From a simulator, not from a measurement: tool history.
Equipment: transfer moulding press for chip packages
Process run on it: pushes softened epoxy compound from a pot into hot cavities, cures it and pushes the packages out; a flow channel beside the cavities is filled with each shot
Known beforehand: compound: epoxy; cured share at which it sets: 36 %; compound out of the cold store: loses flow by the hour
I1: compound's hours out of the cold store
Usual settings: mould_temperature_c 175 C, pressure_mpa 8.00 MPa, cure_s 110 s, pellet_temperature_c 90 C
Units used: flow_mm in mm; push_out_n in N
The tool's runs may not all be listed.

Run 1, hour 0.0: usual settings; I1 28.7. Result: flow_mm 955 mm, push_out_n 764 N.
Run 2, hour 18.4: usual settings but cure_s 113 s; I1 28.4. Result: flow_mm 951 mm, push_out_n 793 N.
Run 3, hour 34.5: usual settings but cure_s 113 s; I1 22.0. Result: flow_mm 986 mm, push_out_n 805 N.
Run 4, hour 54.2: usual settings but cure_s 113 s; I1 22.8. Result: flow_mm 971 mm, push_out_n 793 N.
At hour 59.3: cavities cleaned with cleaning compound and waxed.
Run 5, hour 94.3: usual settings but cure_s 113 s; I1 29.9. Result: flow_mm 944 mm, push_out_n 681 N.
Run 6, hour 112.6: usual settings but cure_s 113 s; I1 46.2. Result: flow_mm 855 mm, push_out_n 716 N.
Run 7, hour 130.4: usual settings but cure_s 113 s; I1 24.6. Result: flow_mm 958 mm, push_out_n 759 N.
Run 8, hour 161.0: usual settings but pressure_mpa 8.69 MPa; I1 15.4. Result: flow_mm 1046 mm, push_out_n 802 N.
At hour 176.5: cavities cleaned with cleaning compound and waxed.
Run 9, hour 194.7: usual settings; I1 15.3. Result: flow_mm 994 mm, push_out_n 614 N.
Run 10, hour 224.6: usual settings but mould_temperature_c 180 C; I1 23.0. Result: flow_mm 950 mm, push_out_n 661 N.
Run 11, hour 245.7: usual settings but mould_temperature_c 177 C; I1 44.5. Result: flow_mm 850 mm, push_out_n 712 N.
Run 12, hour 276.5: usual settings but mould_temperature_c 177 C; I1 19.4. Result: flow_mm 960 mm, push_out_n 820 N.
At hour 294.3: cavities cleaned with cleaning compound and waxed.
Run 13, hour 311.4: usual settings but mould_temperature_c 177 C; I1 26.5. Result: flow_mm 929 mm, push_out_n 582 N.
Run 14, hour 330.8: usual settings but mould_temperature_c 177 C; I1 35.1. Result: flow_mm 886 mm, push_out_n 640 N.
Run 15, hour 353.7: usual settings but mould_temperature_c 179 C, cure_s 116 s; I1 27.8. Result: flow_mm 925 mm, push_out_n 682 N.
Run 16, hour 387.5: usual settings but cure_s 144 s, pellet_temperature_c 97 C; I1 19.8. Result: flow_mm 964 mm, push_out_n 712 N.
Run 17, hour 403.9: usual settings but cure_s 144 s, pellet_temperature_c 97 C; I1 42.5. Result: flow_mm 854 mm, push_out_n 732 N.
At hour 413.5: cavities cleaned with cleaning compound and waxed.
Run 18, hour 426.1: usual settings but mould_temperature_c 168 C, pressure_mpa 9.70 MPa; I1 19.1. Result: flow_mm 1084 mm, push_out_n 760 N.
Run 19, hour 466.0: usual settings but cure_s 136 s; I1 36.9. Result: flow_mm 874 mm, push_out_n 654 N.
Run 20, hour 491.6: usual settings but mould_temperature_c 182 C, pressure_mpa 8.51 MPa; I1 46.0. Result: flow_mm 825 mm, push_out_n 722 N.
At hour 497.7: mould's thermocouples calibrated.
Run 21, hour 528.4: usual settings but cure_s 113 s; I1 33.0. Result: flow_mm 887 mm, push_out_n 814 N.
At hour 534.8: cavities cleaned with cleaning compound and waxed.
Run 22, hour 565.4: usual settings but pressure_mpa 8.26 MPa, cure_s 130 s; I1 36.4. Result: flow_mm 875 mm, push_out_n 619 N.
Run 23, hour 592.4: usual settings but cure_s 138 s; I1 27.9. Result: flow_mm 902 mm, push_out_n 682 N.
Run 24, hour 611.9: usual settings but pressure_mpa 8.99 MPa; I1 15.2. Result: flow_mm 1029 mm, push_out_n 782 N.
Run 25, hour 635.3: usual settings but pressure_mpa 8.99 MPa; I1 19.5. Result: flow_mm 1001 mm, push_out_n 825 N.
At hour 653.8: cavities cleaned with cleaning compound and waxed.
Run 26, hour 663.8: usual settings but pressure_mpa 7.34 MPa, cure_s 97 s, pellet_temperature_c 87 C; I1 25.1. Result: flow_mm 862 mm, push_out_n 652 N.
Run 27, hour 687.2: usual settings but mould_temperature_c 182 C, pressure_mpa 9.83 MPa, cure_s 113 s, pellet_temperature_c 94 C; I1 9.2. Result: flow_mm 1073 mm, push_out_n 631 N.
Run 28, hour 722.3: usual settings but mould_temperature_c 172 C, pressure_mpa 8.24 MPa, cure_s 131 s, pellet_temperature_c 91 C; I1 38.5. Result: flow_mm 867 mm, push_out_n 749 N.

Predict each of these 5 candidate next runs independently; none follows another, all start after run 28:
Run A, hour 757.0: usual settings but pressure_mpa 6.01 MPa, cure_s 127 s, pellet_temperature_c 91 C; I1 27.7. Result: flow_mm ?, push_out_n ?.
Run B, hour 757.0: usual settings but mould_temperature_c 177 C, pressure_mpa 7.68 MPa, cure_s 131 s, pellet_temperature_c 91 C; I1 22.4. Result: flow_mm ?, push_out_n ?.
Run C, hour 757.0: usual settings but mould_temperature_c 172 C, pressure_mpa 8.24 MPa, cure_s 105 s, pellet_temperature_c 91 C; I1 24.7. Result: flow_mm ?, push_out_n ?.
Run D, hour 757.0: usual settings but mould_temperature_c 172 C, pressure_mpa 8.24 MPa, cure_s 101 s, pellet_temperature_c 91 C; I1 37.8. Result: flow_mm ?, push_out_n ?.
Run E, hour 757.0: usual settings but mould_temperature_c 172 C, pressure_mpa 8.24 MPa, cure_s 104 s, pellet_temperature_c 91 C; I1 10.1. Result: flow_mm ?, push_out_n ?.

run  flow_mm  push_out_n
  A      758         765
  B      897         759
  C      929         979
  D      873         984
  E     1012         982
Without the tool's hidden state the same runs would have given:
run  flow_mm  push_out_n
  A      819         456
  B      969         453
  C     1004         590
  D      943         595
  E     1093         591
